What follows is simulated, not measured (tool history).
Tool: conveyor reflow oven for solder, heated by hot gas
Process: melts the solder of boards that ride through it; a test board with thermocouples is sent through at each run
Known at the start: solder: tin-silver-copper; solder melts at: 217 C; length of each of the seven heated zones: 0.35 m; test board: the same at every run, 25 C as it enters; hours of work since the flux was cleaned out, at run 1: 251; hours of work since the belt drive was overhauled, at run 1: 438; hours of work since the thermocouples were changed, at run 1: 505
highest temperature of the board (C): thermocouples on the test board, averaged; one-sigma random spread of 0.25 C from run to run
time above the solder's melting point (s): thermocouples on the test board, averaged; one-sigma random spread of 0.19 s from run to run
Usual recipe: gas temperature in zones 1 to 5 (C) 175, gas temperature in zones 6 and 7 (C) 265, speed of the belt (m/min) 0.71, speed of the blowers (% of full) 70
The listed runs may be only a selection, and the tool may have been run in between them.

run	hour	gas temperature in zones 1 to 5 (C)	gas temperature in zones 6 and 7 (C)	speed of the belt (m/min)	speed of the blowers (% of full)	hours of work since the flux was cleaned out	hours of work since the belt drive was overhauled	hours of work since the thermocouples were changed	highest temperature of the board (C)	time above the solder's melting point (s)
1	0	175	265	0.71	70	251	438	505	250.2	43.6
2	18.1	175	265	0.71	77	260	447	514	251.5	44.8
3	38.3	175	269	0.71	70	270	457	525	253.7	45.3
4	50.5	175	269	0.71	70	276	463	531	253.2	45.5
# hour 59.4: flux residue cleaned out of gas plates and filters
5	80.6	175	265	0.71	87	11	476	544	255.1	47.2
6	100.6	175	265	0.71	87	21	486	554	254.9	46.8
7	114.4	175	265	0.71	87	28	493	561	254.6	47
8	132.4	175	277	0.71	87	37	503	570	265.3	51.2
9	151.9	175	265	0.71	70	47	513	580	251.9	44.8
10	163	175	271	0.71	70	53	518	586	257.2	47.3
11	184.2	175	271	0.71	70	64	529	597	257.4	47.3
12	196.2	175	271	0.71	70	70	535	603	257.5	47.4
13	219.7	175	265	0.71	70	82	547	615	251.9	44.7
14	230.7	175	265	0.71	70	87	553	620	251.4	44.5
15	250.1	175	265	0.71	70	97	563	630	251.8	44.5
16	271.9	175	271	0.78	59	108	574	641	251	38.9
17	287.7	187	265	0.71	70	117	582	650	253.8	49.8
18	299.6	175	265	0.597	62	123	588	656	255	55.6
19	323.5	175	265	0.622	77	135	600	668	256.4	54.7
20	336.5	175	274	0.837	52	142	607	675	247.9	33.6
21	359.5	169	271	0.827	54	153	619	686	245.5	31.4
# hour 364.5: belt drive overhauled, speed set with a stopwatch
22	388.5	175	265	0.733	77	166	12	699	252	43.3
23	410.1	175	265	0.733	77	177	23	710	251.7	43.2
24	421.9	175	265	0.733	77	183	29	716	251.7	43.6
# hour 433.8: belt drive overhauled, speed set with a stopwatch, once more
25	436.9	175	269	0.615	52	189	2	722	254.4	52.7
26	454.1	175	269	0.615	52	197	10	730	254.5	52.7
27	473	180	274	0.822	52	207	20	740	248.9	36.3
28	497.4	177	274	0.822	52	220	32	753	248.5	34.9
29	522.2	177	274	0.822	52	232	45	765	247.9	34.8
30	533.5	175	265	0.697	70	238	51	771	250.6	44.6

Hidden state at the last listed run before each entry between runs and at the first one after, where it differs:
After run 4, before run 5: flux residue cleaned out of gas plates and filters (hour 59.4)
  heat that the gas passes to the board, % of a clean oven's: 90.8 -> 98.6; belt's true speed, % of the reading: 99.25 -> 99.24; true gas temperature in zones 6 and 7 over the reading, C: 1.71 -> 1.74
  measured result minus the result with no hidden state, highest temperature of the board (C): -0.7 -> +1.5; time above the solder's melting point (s): -0.4 -> +1
After run 21, before run 22: belt drive overhauled, speed set with a stopwatch (hour 364.5)
  heat that the gas passes to the board, % of a clean oven's: 93.7 -> 93.2; belt's true speed, % of the reading: 99.02 -> 98.58; true gas temperature in zones 6 and 7 over the reading, C: 2.18 -> 2.22
  measured result minus the result with no hidden state, highest temperature of the board (C): +0.2 -> +0.6; time above the solder's melting point (s): +0.2 -> +0.6
After run 24, before run 25: belt drive overhauled, speed set with a stopwatch, once more (hour 433.8)
  heat that the gas passes to the board, % of a clean oven's: 92.7 -> 92.5; belt's true speed, % of the reading: 98.56 -> 100.14; true gas temperature in zones 6 and 7 over the reading, C: 2.27 -> 2.29
  measured result minus the result with no hidden state, highest temperature of the board (C): +0.5 -> +0.3; time above the solder's melting point (s): +0.5 -> -0.2

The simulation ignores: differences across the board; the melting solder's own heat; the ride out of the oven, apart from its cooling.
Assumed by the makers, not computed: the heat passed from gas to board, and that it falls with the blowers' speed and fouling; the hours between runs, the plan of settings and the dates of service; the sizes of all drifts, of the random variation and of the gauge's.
